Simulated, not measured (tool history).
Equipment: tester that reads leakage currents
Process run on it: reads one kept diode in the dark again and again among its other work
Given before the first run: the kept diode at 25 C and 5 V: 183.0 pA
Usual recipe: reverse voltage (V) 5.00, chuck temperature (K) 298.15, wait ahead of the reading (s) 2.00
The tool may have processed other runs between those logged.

run	hour	reverse voltage (V)	chuck temperature (K)	wait ahead of the reading (s)	current that the tester gives (pA)
1	0.0	5.00	298.15	2.00	184.19
2	39.1	5.00	298.15	2.00	184.23
3	92.3	5.00	298.15	2.00	183.60
4	169.9	5.00	314.15	2.00	764.05
5	238.7	5.00	314.15	2.00	762.72
6	318.3	12.91	314.15	2.00	1258.23
7	367.8	5.00	298.15	2.00	182.60
8	426.2	19.70	310.15	2.00	1113.10
9	496.9	6.94	298.15	1.16	218.86

What will run 10 give?
10	570.5	7.33	313.15	2.00	?

{"run 10": {"current that the tester gives (pA)": 859.69}}
Were there no unlogged condition in the tool, this run, its random variation unchanged, would have produced current that the tester gives (pA) 860.67.

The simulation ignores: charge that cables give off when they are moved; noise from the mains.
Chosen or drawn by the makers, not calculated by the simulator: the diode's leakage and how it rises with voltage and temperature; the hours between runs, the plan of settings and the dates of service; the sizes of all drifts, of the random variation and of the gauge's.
